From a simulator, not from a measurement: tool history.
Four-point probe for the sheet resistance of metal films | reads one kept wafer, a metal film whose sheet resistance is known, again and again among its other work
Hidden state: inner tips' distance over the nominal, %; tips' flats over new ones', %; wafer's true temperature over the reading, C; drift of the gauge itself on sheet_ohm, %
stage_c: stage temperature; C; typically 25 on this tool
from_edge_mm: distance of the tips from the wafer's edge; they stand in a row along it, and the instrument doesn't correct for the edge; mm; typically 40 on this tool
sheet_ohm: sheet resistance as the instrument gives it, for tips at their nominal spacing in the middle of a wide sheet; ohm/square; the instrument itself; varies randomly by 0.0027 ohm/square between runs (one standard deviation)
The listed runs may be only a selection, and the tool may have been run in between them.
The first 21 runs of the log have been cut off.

run	day	stage_c	from_edge_mm	touches since the probe head was changed	hours of work since the stage's thermometer was calibrated	sheet_ohm
22	33.908	19	40	27361	896	13.571841
23	35.2	25	40	28359	911	13.562591
24	36.054	33	7	29014	921	13.769733
25	37.45	33	7	30093	937	13.767875
26	39.175	18	7	31422	956	13.805947
27	40.042	26	48	32091	966	13.552823
28	41.383	31	52	33125	982	13.539463
29	43.329	24	3	34623	1004	14.742715
30	44.962	24	3	35884	1023	14.738511
31	46.792	24	3	37295	1044	14.740098
32	47.654	24	3	37959	1054	14.739422
33	49.021	25	7	39012	1070	13.791328
34	50.283	32	40	39986	1084	13.541871
35	51.379	32	40	40829	1097	13.542359
36	52.929	30	50	42025	1115	13.545166
37	53.821	23	21	42712	1125	13.587916
38	55.142	23	12	43732	1140	13.643108
39	56.354	23	12	44665	1154	13.650234
40	57.262	23	12	45367	1165	13.647691
41	59.071	23	6	46761	1185	13.885127
42	60.821	20	21	48108	1206	13.597612
43	62.892	20	21	49706	1229	13.601574
44	64.525	25	18	50964	1248	13.592345
45	65.417	25	10	51652	1259	13.683756

Here are 3 independent what-if runs from the current tool condition. What would each one return?
A	66.554	25	29	52530	1272	?
B	66.554	19	58	52530	1272	?
C	66.554	21	40	52530	1272	?

run	sheet_ohm
A	13.577659
B	13.582467
C	13.581146
The same runs, with their run-to-run variation unchanged, on a tool lacking any hidden condition would have given:
run	sheet_ohm
A	13.516482
B	13.521098
C	13.51984
